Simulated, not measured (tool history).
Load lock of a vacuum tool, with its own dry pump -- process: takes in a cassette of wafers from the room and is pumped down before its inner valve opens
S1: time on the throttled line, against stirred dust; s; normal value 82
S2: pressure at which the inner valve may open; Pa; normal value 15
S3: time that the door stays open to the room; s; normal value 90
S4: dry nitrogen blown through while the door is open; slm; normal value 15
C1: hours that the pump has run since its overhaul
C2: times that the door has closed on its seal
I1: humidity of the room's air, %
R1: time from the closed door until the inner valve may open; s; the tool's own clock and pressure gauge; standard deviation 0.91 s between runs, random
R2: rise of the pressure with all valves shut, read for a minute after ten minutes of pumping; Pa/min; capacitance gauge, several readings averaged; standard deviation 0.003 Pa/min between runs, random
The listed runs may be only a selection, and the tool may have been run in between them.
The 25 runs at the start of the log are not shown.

run     hour   S1  S2  S3  S4    C1     C2    I1     R1     R2
 26   7703.4   51  20  90  20  5461  17087  47.9  157.6  0.302
 27   7999.3   46  15  60  15  5757  17921  42.5  157.5  0.332
 28   8239.7  100  11  90  15  5998  18598    44  204.2  0.342
 29   8641.9   82  29  90   4  6400  19732  42.6  176.4  0.384
 30   8880.8  113  29  90   4  6639  20405  43.6  201.1  0.412
 31   9221.4   82  15  90  34  6979  21365  46.2  187.6  0.415
 32   9549.5   47  13  90   5  7307  22290  43.6  163.1  0.466
      9813.9  -- door's seal changed, seat wiped
 33   9847.5   47  13  90   5  7604     94  41.2  161.5   0.04
 34  10118.6  121  19  40   6  7875    858    44  214.2  0.034
 35  10518.5   59  19  40  35  8275   1985  44.1  166.6  0.025
 36  10795.7   59  19  40  35  8552   2767  47.5  166.4   0.03

3 options for the next run, each taken on its own from the tool as it stands now. Forecast them:
  A  11180.8   59  19   40  31  8937  3852  44.3   ?   ?
  B  11180.8  133  19   40  35  8937  3852  41.9   ?   ?
  C  11180.8   59  18  228  35  8937  3852    50   ?   ?

run     R1     R2
  A  168.4  0.049
  B  226.3  0.049
  C  169.7  0.067
What these runs would have given with no unlogged condition in the tool:
run     R1     R2
  A  158.8  0.017
  B  218.1  0.017
  C    160  0.037
